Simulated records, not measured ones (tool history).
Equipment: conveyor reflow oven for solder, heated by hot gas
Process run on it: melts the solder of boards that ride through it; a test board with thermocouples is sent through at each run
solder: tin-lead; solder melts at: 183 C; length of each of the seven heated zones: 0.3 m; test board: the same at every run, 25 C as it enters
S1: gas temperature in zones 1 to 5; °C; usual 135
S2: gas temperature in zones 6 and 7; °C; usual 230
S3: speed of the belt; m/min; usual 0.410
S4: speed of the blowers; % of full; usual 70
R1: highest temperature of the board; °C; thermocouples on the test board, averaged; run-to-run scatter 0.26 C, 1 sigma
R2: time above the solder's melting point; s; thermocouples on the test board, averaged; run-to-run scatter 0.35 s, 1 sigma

| run | hour | S1 | S2 | S3 | S4 | R1 | R2 |
|---|---|---|---|---|---|---|---|
| 1 | 0.0 | 135 | 230 | 0.410 | 70 | 211.2 | 57.6 |
| 2 | 9.5 | 143 | 230 | 0.410 | 70 | 212.3 | 62.5 |
| 3 | 19.5 | 143 | 230 | 0.410 | 70 | 212.8 | 62.6 |
| 4 | 32.1 | 135 | 230 | 0.471 | 70 | 205.7 | 43.2 |
| 5 | 41.6 | 135 | 230 | 0.410 | 70 | 210.5 | 57.5 |
| 6 | 50.0 | 135 | 230 | 0.410 | 70 | 210.9 | 57.4 |
| 7 | 61.6 | 135 | 230 | 0.410 | 70 | 210.6 | 56.9 |
| 8 | 70.8 | 135 | 230 | 0.410 | 70 | 211.0 | 57.4 |
| 9 | 81.4 | 135 | 230 | 0.410 | 70 | 210.7 | 57.3 |
| 10 | 89.9 | 122 | 230 | 0.410 | 70 | 208.0 | 49.5 |
| 11 | 103.7 | 122 | 230 | 0.410 | 70 | 207.5 | 49.3 |
| 12 | 111.3 | 122 | 230 | 0.444 | 70 | 204.3 | 40.4 |
| 13 | 122.1 | 122 | 230 | 0.444 | 70 | 204.0 | 40.7 |
|  | 128.4 | flux residue cleaned out of gas plates and filters |
| 14 | 141.1 | 122 | 230 | 0.444 | 70 | 203.2 | 39.3 |
| 15 | 154.4 | 122 | 230 | 0.444 | 70 | 203.5 | 38.2 |
| 16 | 168.0 | 138 | 228 | 0.444 | 70 | 205.4 | 46.9 |
| 17 | 179.0 | 129 | 228 | 0.444 | 66 | 202.3 | 39.4 |
| 18 | 185.9 | 129 | 228 | 0.444 | 66 | 202.1 | 39.2 |
| 19 | 199.6 | 129 | 228 | 0.444 | 66 | 202.4 | 39.0 |
| 20 | 205.8 | 127 | 227 | 0.410 | 70 | 205.0 | 46.9 |
|  | 220.1 | flux residue cleaned out of gas plates and filters, once more |
| 21 | 224.4 | 135 | 241 | 0.410 | 85 | 224.4 | 70.7 |
| 22 | 235.4 | 135 | 240 | 0.376 | 85 | 226.3 | 78.6 |
| 23 | 242.0 | 135 | 230 | 0.447 | 64 | 207.0 | 47.9 |
| 24 | 248.5 | 148 | 228 | 0.401 | 70 | 213.8 | 67.4 |
| 25 | 256.4 | 141 | 228 | 0.477 | 70 | 205.5 | 45.2 |
| 26 | 264.5 | 141 | 228 | 0.477 | 70 | 205.9 | 44.8 |
| 27 | 275.4 | 141 | 228 | 0.477 | 70 | 206.3 | 45.2 |
| 28 | 286.4 | 147 | 224 | 0.422 | 83 | 210.5 | 60.8 |
| 29 | 298.2 | 132 | 219 | 0.330 | 51 | 203.9 | 60.5 |

Forecast each of these 5 alternatives for the next run:
| A | 308.6 | 135 | 242 | 0.410 | 70 | ? | ? |
| B | 308.6 | 139 | 230 | 0.410 | 70 | ? | ? |
| C | 308.6 | 132 | 226 | 0.371 | 51 | ? | ? |
| D | 308.6 | 150 | 230 | 0.429 | 51 | ? | ? |
| E | 308.6 | 148 | 240 | 0.330 | 51 | ? | ? |

| run | R1 | R2 |
|---|---|---|
| A | 221.8 | 67.9 |
| B | 212.5 | 60.5 |
| C | 206.0 | 55.6 |
| D | 208.3 | 56.9 |
| E | 225.1 | 94.9 |
Without the tool's unlogged condition, the same runs would have read:
| run | R1 | R2 |
|---|---|---|
| A | 221.9 | 68.0 |
| B | 212.5 | 60.7 |
| C | 205.9 | 55.6 |
| D | 208.2 | 56.9 |
| E | 224.8 | 94.6 |
